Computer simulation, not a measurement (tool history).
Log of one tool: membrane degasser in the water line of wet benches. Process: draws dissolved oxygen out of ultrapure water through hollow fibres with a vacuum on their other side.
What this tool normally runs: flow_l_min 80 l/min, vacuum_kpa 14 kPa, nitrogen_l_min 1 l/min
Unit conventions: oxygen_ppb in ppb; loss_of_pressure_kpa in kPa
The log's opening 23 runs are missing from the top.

run	day	flow_l_min	vacuum_kpa	nitrogen_l_min	hours since the membrane was changed	hours since the vacuum gauge was calibrated	hours since the vacuum lines were made tight	oxygen_ppb	loss_of_pressure_kpa
24	96.312	72	14	2.16	5726	914	4058	703.3	38.21
25	100.55	119	14	0.69	5827	1015	4160	1969.4	63.09
26	105.5	80	11.2	0.66	5946	1134	4278	1273.6	43.21
27	109.612	60	18.2	1.69	6045	1233	4377	997	32
28	115.242	60	18.2	1.69	6180	1368	4512	992.2	32.48
29	118.633	125	14	2.12	6261	1449	4594	1080.9	67.11
30	122.046	55	17.2	0.55	6343	1531	4675	1848.2	29.77
31	126.046	53	14	0.9	6439	1627	4772	1054.8	28.21
32	129.479	112	12	0.9	6522	1710	4854	1414.6	60.35

Forecast each of these 3 alternatives for the next run:
A	135.267	80	18.3	1	6661	1848	4993	?	?
B	135.267	127	13.9	1.58	6661	1848	4993	?	?
C	135.267	62	21.2	1.25	6661	1848	4993	?	?

run	oxygen_ppb	loss_of_pressure_kpa
A	1728	43.09
B	1306.1	68.45
C	1479.4	33.23
Stripped of hidden state, with their random variation kept, the same runs would have yielded:
run	oxygen_ppb	loss_of_pressure_kpa
A	1714.6	40.43
B	1286	64.22
C	1467.6	31.16

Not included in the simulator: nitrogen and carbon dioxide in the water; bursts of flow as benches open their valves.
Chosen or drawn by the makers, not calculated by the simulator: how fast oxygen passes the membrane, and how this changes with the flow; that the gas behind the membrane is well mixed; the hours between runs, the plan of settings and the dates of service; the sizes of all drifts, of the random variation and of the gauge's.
